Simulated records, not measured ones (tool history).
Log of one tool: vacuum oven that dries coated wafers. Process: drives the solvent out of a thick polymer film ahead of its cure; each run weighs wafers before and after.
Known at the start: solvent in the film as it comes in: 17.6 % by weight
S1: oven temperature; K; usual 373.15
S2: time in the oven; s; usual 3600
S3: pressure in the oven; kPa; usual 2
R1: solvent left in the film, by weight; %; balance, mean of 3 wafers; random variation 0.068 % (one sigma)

{"run": 1, "hour": 0.0, "S1": 373.15, "S2": 3600, "S3": 2, "R1": 4.61}
{"run": 2, "hour": 59.8, "S1": 368.15, "S2": 3600, "S3": 2, "R1": 6.15}
{"run": 3, "hour": 94.4, "S1": 373.15, "S2": 3600, "S3": 2, "R1": 4.67}
{"run": 4, "hour": 171.5, "S1": 373.15, "S2": 3600, "S3": 2, "R1": 4.63}
{"run": 5, "hour": 211.1, "S1": 373.15, "S2": 3600, "S3": 2, "R1": 4.62}
{"run": 6, "hour": 254.1, "S1": 373.15, "S2": 3600, "S3": 2, "R1": 4.66}
{"run": 7, "hour": 329.4, "S1": 373.15, "S2": 3600, "S3": 2, "R1": 4.6}
{"run": 8, "hour": 401.4, "S1": 373.15, "S2": 3600, "S3": 2, "R1": 4.65}
{"run": 9, "hour": 466.4, "S1": 373.15, "S2": 3600, "S3": 2, "R1": 4.58}
{"run": 10, "hour": 513.7, "S1": 373.15, "S2": 3600, "S3": 2, "R1": 4.57}
{"run": 11, "hour": 584.9, "S1": 373.15, "S2": 3600, "S3": 2, "R1": 4.56}
{"run": 12, "hour": 643.7, "S1": 373.15, "S2": 3000, "S3": 2, "R1": 5.13}
{"run": 13, "hour": 709.2, "S1": 373.15, "S2": 3600, "S3": 2, "R1": 4.54}
{"run": 14, "hour": 753.1, "S1": 373.15, "S2": 3600, "S3": 2, "R1": 4.57}
{"run": 15, "hour": 826.7, "S1": 373.15, "S2": 3600, "S3": 2, "R1": 4.6}
{"run": 16, "hour": 896.2, "S1": 373.15, "S2": 3600, "S3": 2, "R1": 4.59}
{"run": 17, "hour": 934.1, "S1": 373.15, "S2": 3600, "S3": 2, "R1": 4.55}
{"run": 18, "hour": 1003.3, "S1": 368.15, "S2": 3600, "S3": 2, "R1": 6.05}
{"run": 19, "hour": 1038.8, "S1": 368.15, "S2": 3600, "S3": 2, "R1": 6.04}
{"run": 20, "hour": 1088.6, "S1": 373.15, "S2": 3600, "S3": 5.69, "R1": 8.96}
{"hour": 1095.6, "done": "oven's thermocouples calibrated"}
{"run": 21, "hour": 1161.7, "S1": 373.15, "S2": 3600, "S3": 3.57, "R1": 6.81}
{"run": 22, "hour": 1226.0, "S1": 365.15, "S2": 3600, "S3": 2, "R1": 7.4}
{"run": 23, "hour": 1279.7, "S1": 365.15, "S2": 3600, "S3": 2, "R1": 7.53}
{"run": 24, "hour": 1318.6, "S1": 377.15, "S2": 3600, "S3": 2, "R1": 3.9}
{"run": 25, "hour": 1386.7, "S1": 377.15, "S2": 3600, "S3": 2, "R1": 3.95}

The next listed run, before its measurement:
{"run": 26, "hour": 1445.9, "S1": 361.15, "S2": 3060, "S3": 1.85, "R1": "?"}

{"run 26": {"R1": 9.21}}
Without the tool's hidden state the same run would have given R1 8.82 %.
